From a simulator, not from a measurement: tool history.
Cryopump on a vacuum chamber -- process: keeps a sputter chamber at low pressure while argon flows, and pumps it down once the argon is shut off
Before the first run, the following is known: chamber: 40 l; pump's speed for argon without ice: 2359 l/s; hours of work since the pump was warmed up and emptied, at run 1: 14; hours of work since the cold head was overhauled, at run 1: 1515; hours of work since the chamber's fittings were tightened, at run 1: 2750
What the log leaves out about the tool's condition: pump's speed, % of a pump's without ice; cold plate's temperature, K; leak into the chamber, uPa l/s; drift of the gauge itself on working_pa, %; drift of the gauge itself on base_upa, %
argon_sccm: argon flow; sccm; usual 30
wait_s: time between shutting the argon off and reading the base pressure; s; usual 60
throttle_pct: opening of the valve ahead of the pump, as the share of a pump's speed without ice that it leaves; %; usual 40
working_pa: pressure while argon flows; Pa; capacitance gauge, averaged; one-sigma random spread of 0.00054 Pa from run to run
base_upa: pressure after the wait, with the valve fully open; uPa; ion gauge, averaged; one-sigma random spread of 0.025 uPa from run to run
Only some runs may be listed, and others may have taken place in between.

run	day	argon_sccm	wait_s	throttle_pct	hours of work since the pump was warmed up and emptied	hours of work since the cold head was overhauled	hours of work since the chamber's fittings were tightened	working_pa	base_upa
1	0	30	60	40	14	1515	2750	0.053	2.25
2	2.404	30	60	40	52	1554	2789	0.0538	2.25
3	4.271	30	60	40	83	1584	2819	0.0542	2.32
4	6.154	30	60	53	113	1614	2849	0.0432	2.26
5	7.512	30	60	53	135	1636	2871	0.042	2.42
6	8.85	30	60	18	157	1658	2893	0.1207	2.43
7	11.392	30	60	40	198	1699	2934	0.0551	2.49
8	13.258	30	60	40	228	1729	2964	0.0552	2.47
9	14.425	30	60	40	247	1748	2983	0.0555	2.49
10	15.971	30	60	40	272	1773	3008	0.0553	2.57
11	17.496	30	60	40	296	1798	3033	0.0551	2.5
12	19.512	30	60	40	329	1830	3065	0.057	2.48
# day 20.554: leaking fittings of the chamber tightened, without venting
13	20.892	30	60	40	350	1851	5	0.0564	1.06
14	22.967	30	60	40	383	1885	39	0.056	1.05
15	24.638	30	60	40	410	1912	66	0.0581	1.06
16	26.038	30	60	40	433	1934	89	0.0579	1.07
17	28.542	30	46	40	473	1975	129	0.057	1.37
18	30.654	30	60	40	508	2009	163	0.0565	1.12
19	32.967	30	60	53	545	2046	201	0.0442	1.13
20	34.129	30	60	53	564	2065	219	0.0451	1.15
21	35.488	30	60	38	586	2087	241	0.0604	1.2
22	38.15	30	102	40	629	2130	284	0.058	0.84
23	40.738	45	114	19	671	2172	326	0.1775	0.81
24	42.671	45	114	19	702	2203	357	0.177	0.85
# day 45.238: pump warmed up, emptied and cooled again
25	45.238	30	42	19	0	2241	396	0.1142	1.58
26	46.871	30	42	19	26	2268	422	0.1149	1.53
27	48.442	20	21	16	52	2293	447	0.0897	2.88
28	50.975	24	21	16	93	2334	488	0.1086	2.9
29	53.5	24	21	16	133	2375	529	0.1095	2.83
30	56.188	33	60	40	177	2418	572	0.0614	1.33
31	58.608	17	294	33	216	2457	612	0.0371	0.63
32	60.9	38	24	26	253	2494	649	0.1073	2.62
33	62.046	38	24	26	272	2513	667	0.1076	2.63
34	63.438	20	60	40	294	2535	690	0.0369	1.37
35	65.092	30	84	47	321	2562	716	0.0484	1.12

How would selected steps in working_pa from run to run divide? Give the signed amount a tool lacking its hidden state would still show from settings, what came in and random variation, and the signed amount left for the hidden state, including any gauge scatter that is not in both of the compared results.
Run 5 -> 6: throttle_pct 53 -> 18. working_pa +0.0787 Pa: hidden state +0.0001, all else +0.0786.
Run 22 -> 23: argon_sccm 30 -> 45, wait_s 102 -> 114, throttle_pct 40 -> 19. working_pa +0.1195 Pa: hidden state +0.003, all else +0.1165.
Run 24 -> 25: argon_sccm 45 -> 30, wait_s 114 -> 42, pump warmed up, emptied and cooled again. working_pa -0.0628 Pa: hidden state -0.0071, all else -0.0557.
Run 31 -> 32: argon_sccm 17 -> 38, wait_s 294 -> 24, throttle_pct 33 -> 26. working_pa +0.0702 Pa: hidden state +0.0017, all else +0.0685.
Run 33 -> 34: argon_sccm 38 -> 20, wait_s 24 -> 60, throttle_pct 26 -> 40. working_pa -0.0707 Pa: hidden state -0.0013, all else -0.0694.

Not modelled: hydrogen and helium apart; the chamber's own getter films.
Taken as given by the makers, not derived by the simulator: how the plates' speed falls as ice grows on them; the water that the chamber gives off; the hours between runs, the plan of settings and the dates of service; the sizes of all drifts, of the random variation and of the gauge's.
